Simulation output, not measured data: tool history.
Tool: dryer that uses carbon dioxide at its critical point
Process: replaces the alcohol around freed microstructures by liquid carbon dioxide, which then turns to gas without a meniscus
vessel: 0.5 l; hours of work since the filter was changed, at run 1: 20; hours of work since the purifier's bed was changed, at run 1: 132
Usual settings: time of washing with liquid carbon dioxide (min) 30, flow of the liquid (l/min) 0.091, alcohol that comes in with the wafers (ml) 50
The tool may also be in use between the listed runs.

run,hour,time of washing with liquid carbon dioxide (min),flow of the liquid (l/min),alcohol that comes in with the wafers (ml),hours of work since the filter was changed,hours of work since the purifier's bed was changed,alcohol left in the vessel before it's heated (ppm by volume)
1,0,30,0.091,50,20,132,1316
2,18.3,30,0.0556,50,33,144,6808
3,36.1,30,0.0556,50,45,156,6951
4,62.1,30,0.1337,50,62,174,205
5,92.2,30,0.1337,50,83,194,216
6,112.1,30,0.1337,50,96,208,221
7,140.2,30,0.1337,50,115,227,239
8,169.5,30,0.0915,50,135,247,1476
9,197.2,30,0.0915,50,154,265,1536
10,222.5,31,0.091,50,171,282,1377
11,251.3,31,0.091,50,190,302,1437
12,266,31,0.091,50,200,312,1499
13,300.4,30,0.091,50,223,335,1711
14,333,30,0.0603,50,245,357,6581
# hour 366.9: inlet filter changed
15,366.9,30,0.0603,50,0,379,5280
16,397.7,30,0.0603,50,21,400,5545
17,424.7,30,0.091,50,39,418,1319
18,456.7,30,0.091,50,61,440,1356
19,488.1,41,0.0729,50,82,461,941
20,503,45,0.091,50,92,471,205
21,521.8,37,0.091,50,105,484,569
22,540.9,29,0.091,50,118,497,1733
23,555.2,30,0.091,64,127,507,1916
24,586.5,30,0.091,112,148,528,3434
25,617.8,30,0.091,112,170,549,3523
26,646.6,33,0.091,50,189,568,1111
27,681.1,33,0.091,50,212,592,1152
28,696.8,33,0.0817,103,223,602,3537
29,730.2,24,0.155,32,246,625,308
30,755.1,24,0.155,49,262,642,501
# hour 764.9: inlet filter changed
31,789.6,35,0.1189,82,17,664,282
32,818.5,30,0.091,77,36,684,2088
33,837.5,30,0.0572,83,49,697,10678
34,854.1,34,0.0823,21,60,708,566
35,888.7,34,0.0823,21,84,731,590
36,922.7,23,0.0946,97,107,754,6590

Hidden state or all else? Some run-to-run changes of alcohol left in the vessel before it's heated (ppm by volume), split into what the settings, what came in and random variation would give without the hidden state, and what is left for the hidden state (with any gauge scatter that isn't in both results):
The hidden state here: flow that reaches the vessel past the clogged filter, %; alcohol in the recycled carbon dioxide, ppm; drift of the gauge itself on alcohol_ppm, %.
Run 3 -> 4: flow of the liquid (l/min) 0.0556 -> 0.1337. alcohol left in the vessel before it's heated (ppm by volume) -6746: hidden state -297, all else -6449.
Run 13 -> 14: flow of the liquid (l/min) 0.091 -> 0.0603. alcohol left in the vessel before it's heated (ppm by volume) +4870: hidden state +879, all else +3991.
Run 14 -> 15: inlet filter changed. alcohol left in the vessel before it's heated (ppm by volume) -1301: hidden state -1278, all else -23.
Run 28 -> 29: time of washing with liquid carbon dioxide (min) 33 -> 24, flow of the liquid (l/min) 0.0817 -> 0.155, alcohol that comes in with the wafers (ml) 103 -> 32. alcohol left in the vessel before it's heated (ppm by volume) -3229: hidden state -811, all else -2418.
Run 32 -> 33: flow of the liquid (l/min) 0.091 -> 0.0572, alcohol that comes in with the wafers (ml) 77 -> 83. alcohol left in the vessel before it's heated (ppm by volume) +8590: hidden state +393, all else +8197.
Run 33 -> 34: time of washing with liquid carbon dioxide (min) 30 -> 34, flow of the liquid (l/min) 0.0572 -> 0.0823, alcohol that comes in with the wafers (ml) 83 -> 21. alcohol left in the vessel before it's heated (ppm by volume) -10112: hidden state -469, all else -9643.
